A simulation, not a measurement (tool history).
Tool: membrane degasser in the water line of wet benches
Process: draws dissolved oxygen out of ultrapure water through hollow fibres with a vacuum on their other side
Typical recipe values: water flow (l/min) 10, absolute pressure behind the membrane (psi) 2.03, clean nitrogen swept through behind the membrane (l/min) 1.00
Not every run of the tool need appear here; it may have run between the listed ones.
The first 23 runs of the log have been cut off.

| run | day | water flow (l/min) | absolute pressure behind the membrane (psi) | clean nitrogen swept through behind the membrane (l/min) | hours since the membrane was changed | hours since the vacuum gauge was calibrated | hours since the vacuum lines were made tight | dissolved oxygen in the water behind the degasser (ppb) | pressure that the water loses in the fibres (psi) |
|---|---|---|---|---|---|---|---|---|---|
| 24 | 34.954 | 12 | 2.03 | 1.00 | 1733 | 949 | 7060 | 688.5 | 11.358 |
| 25 | 36.821 | 12 | 2.03 | 1.00 | 1778 | 994 | 7105 | 678.0 | 11.529 |
| 26 | 37.783 | 12 | 2.03 | 1.00 | 1801 | 1017 | 7128 | 680.3 | 11.507 |
| 27 | 39.429 | 15 | 2.03 | 0.72 | 1840 | 1056 | 7168 | 1124.1 | 14.430 |
| 28 | 41.196 | 15 | 2.03 | 0.72 | 1882 | 1099 | 7210 | 1117.5 | 14.346 |
| 29 | 42.479 | 10 | 1.35 | 2.91 | 1913 | 1130 | 7241 | 294.9 | 9.615 |
| 30 | 43.712 | 7 | 1.35 | 2.91 | 1943 | 1159 | 7270 | 100.6 | 6.731 |
| 31 | 45.125 | 7 | 2.03 | 1.00 | 1977 | 1193 | 7304 | 242.4 | 6.712 |
| 32 | 46.542 | 7 | 2.03 | 1.00 | 2011 | 1227 | 7338 | 239.3 | 6.798 |

3 options for the next run, each taken on its own from the tool as it stands now. Forecast them:
| A | 48.362 | 12 | 1.26 | 1.00 | 2055 | 1271 | 7382 | ? | ? |
| B | 48.362 | 10 | 2.03 | 1.87 | 2055 | 1271 | 7382 | ? | ? |
| C | 48.362 | 9 | 3.48 | 0.52 | 2055 | 1271 | 7382 | ? | ? |

| run | dissolved oxygen in the water behind the degasser (ppb) | pressure that the water loses in the fibres (psi) |
|---|---|---|
| A | 547.6 | 11.513 |
| B | 379.1 | 9.652 |
| C | 901.3 | 8.647 |
With the hidden condition removed and each run's random variation left untouched, the same runs would have given:
| run | dissolved oxygen in the water behind the degasser (ppb) | pressure that the water loses in the fibres (psi) |
|---|---|---|
| A | 547.4 | 11.255 |
| B | 379.0 | 9.436 |
| C | 900.9 | 8.454 |
